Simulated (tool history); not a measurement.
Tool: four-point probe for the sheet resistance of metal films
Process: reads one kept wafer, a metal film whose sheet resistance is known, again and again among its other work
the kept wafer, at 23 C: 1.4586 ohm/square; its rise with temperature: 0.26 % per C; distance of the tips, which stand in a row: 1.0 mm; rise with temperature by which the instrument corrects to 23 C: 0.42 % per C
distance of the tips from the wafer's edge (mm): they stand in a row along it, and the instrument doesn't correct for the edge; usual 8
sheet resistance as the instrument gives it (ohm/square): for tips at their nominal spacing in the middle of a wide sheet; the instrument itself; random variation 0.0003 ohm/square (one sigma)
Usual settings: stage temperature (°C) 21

| run | hour | stage temperature (°C) | distance of the tips from the wafer's edge (mm) | sheet resistance as the instrument gives it (ohm/square) |
|---|---|---|---|---|
| 1 | 0 | 21 | 8 | 1.475773 |
| 2 | 29.6 | 21 | 8 | 1.475352 |
| 3 | 57.4 | 21 | 8 | 1.47574 |
| 4 | 75.7 | 26 | 8 | 1.463102 |
| 5 | 103.9 | 26 | 8 | 1.464189 |
| 6 | 130.9 | 26 | 8 | 1.46351 |
| 7 | 153.1 | 25 | 30 | 1.454394 |
| 8 | 167.1 | 25 | 30 | 1.45527 |
| 9 | 188.4 | 33 | 54 | 1.435865 |

Run 10 comes next. What will it give?
| 10 | 213.6 | 28 | 23 | ? |

Run 10 gave sheet resistance as the instrument gives it (ohm/square) 1.448365.
Without the tool's hidden state the same run would have given sheet resistance as the instrument gives it (ohm/square) 1.448357.

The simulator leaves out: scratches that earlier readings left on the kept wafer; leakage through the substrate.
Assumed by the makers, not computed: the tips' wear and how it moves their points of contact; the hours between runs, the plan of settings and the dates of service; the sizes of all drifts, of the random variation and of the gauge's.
